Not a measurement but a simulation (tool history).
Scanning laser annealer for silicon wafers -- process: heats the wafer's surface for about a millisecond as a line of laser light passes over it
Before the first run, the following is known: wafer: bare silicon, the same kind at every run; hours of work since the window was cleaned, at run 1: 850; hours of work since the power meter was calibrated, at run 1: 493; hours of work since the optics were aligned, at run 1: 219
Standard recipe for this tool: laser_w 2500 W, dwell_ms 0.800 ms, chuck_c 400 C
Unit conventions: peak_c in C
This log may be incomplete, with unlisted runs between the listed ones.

run,hour,laser_w,dwell_ms,chuck_c,hours of work since the window was cleaned,hours of work since the power meter was calibrated,hours of work since the optics were aligned,peak_c
1,0.0,2500,0.800,400,850,493,219,1083
2,58.7,2283,0.800,400,895,538,264,1013
# hour 90.6: window over the wafer cleaned
3,112.5,2500,0.800,416,17,578,304,1109
4,142.2,2500,0.800,416,40,601,326,1109
5,179.9,2500,0.800,416,69,630,355,1109
6,208.8,2500,0.800,416,91,652,378,1111
7,265.5,2500,0.800,416,134,696,421,1107
8,294.0,2500,0.695,380,156,718,443,1018
9,330.5,2212,0.642,380,184,746,471,912
10,369.7,2227,0.649,436,214,776,501,976
11,423.0,2608,0.754,434,255,817,542,1133
12,451.7,2131,0.749,369,277,839,564,923
13,495.7,2189,0.762,362,311,872,598,937

Alternative continuations, all from the tool just after run 13; predict every row:
A,533.7,2583,0.762,364,340,902,627,?
B,533.7,2135,0.855,362,340,902,627,?
C,533.7,2189,0.883,362,340,902,627,?
D,533.7,2588,0.762,362,340,902,627,?
E,533.7,2178,0.770,400,340,902,627,?

run,peak_c
A,1055
B,957
C,988
D,1053
E,974
Had the tool no hidden state, the same runs would have come out as:
run,peak_c
A,1071
B,971
C,1003
D,1070
E,987
